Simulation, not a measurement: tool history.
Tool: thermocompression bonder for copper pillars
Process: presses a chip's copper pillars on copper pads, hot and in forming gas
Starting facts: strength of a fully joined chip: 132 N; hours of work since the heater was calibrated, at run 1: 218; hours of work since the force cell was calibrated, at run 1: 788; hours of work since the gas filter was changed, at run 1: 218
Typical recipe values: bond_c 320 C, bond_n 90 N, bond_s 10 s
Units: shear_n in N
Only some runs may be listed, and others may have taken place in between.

| run | hour | bond_c | bond_n | bond_s | hours of work since the heater was calibrated | hours of work since the force cell was calibrated | hours of work since the gas filter was changed | shear_n |
|---|---|---|---|---|---|---|---|---|
| 1 | 0 | 320 | 90 | 10 | 218 | 788 | 218 | 66.3 |
| 2 | 19.3 | 320 | 66 | 10 | 234 | 803 | 234 | 58.1 |
| 3 | 34.4 | 320 | 66 | 10 | 246 | 815 | 246 | 57.8 |
| 4 | 54.1 | 320 | 126 | 10 | 261 | 831 | 261 | 75 |
| 5 | 68.1 | 320 | 126 | 10 | 273 | 842 | 273 | 75.1 |
| 6 | 85.2 | 320 | 90 | 25 | 286 | 856 | 286 | 86.4 |
| 7 | 98.7 | 320 | 90 | 10 | 297 | 867 | 297 | 65.5 |
| 8 | 120.4 | 320 | 64 | 10 | 314 | 884 | 314 | 56.9 |
| 9 | 131.9 | 320 | 64 | 10 | 323 | 893 | 323 | 55.9 |
|  | 134.4 | force cell calibrated |
| 10 | 154.8 | 320 | 85 | 10 | 340 | 16 | 340 | 64.4 |
| 11 | 166.2 | 320 | 74 | 12 | 349 | 25 | 349 | 63.3 |
| 12 | 190.2 | 320 | 67 | 24 | 368 | 44 | 368 | 75.6 |
|  | 211.8 | force cell calibrated, once more |
| 13 | 215.4 | 320 | 67 | 24 | 387 | 3 | 387 | 74.6 |
| 14 | 231.9 | 326 | 99 | 10 | 400 | 16 | 400 | 69.9 |
|  | 241.3 | forming gas filter changed |
| 15 | 256.2 | 326 | 99 | 10 | 419 | 35 | 12 | 76.4 |
| 16 | 276 | 301 | 115 | 10 | 435 | 51 | 28 | 69.7 |
| 17 | 287.8 | 301 | 115 | 10 | 444 | 60 | 37 | 69.2 |
| 18 | 309.1 | 320 | 85 | 10 | 461 | 77 | 54 | 68.7 |

Branching from run 18: 3 alternative next runs. What would each branch give?
| A | 328.1 | 315 | 106 | 8 | 476 | 92 | 69 | ? |
| B | 328.1 | 320 | 61 | 20 | 476 | 92 | 69 | ? |
| C | 328.1 | 299 | 112 | 10 | 476 | 92 | 69 | ? |

| run | shear_n |
|---|---|
| A | 68.1 |
| B | 75.5 |
| C | 67.1 |
What these runs would have given with no unlogged condition in the tool:
| run | shear_n |
|---|---|
| A | 65 |
| B | 72.4 |
| C | 63.7 |

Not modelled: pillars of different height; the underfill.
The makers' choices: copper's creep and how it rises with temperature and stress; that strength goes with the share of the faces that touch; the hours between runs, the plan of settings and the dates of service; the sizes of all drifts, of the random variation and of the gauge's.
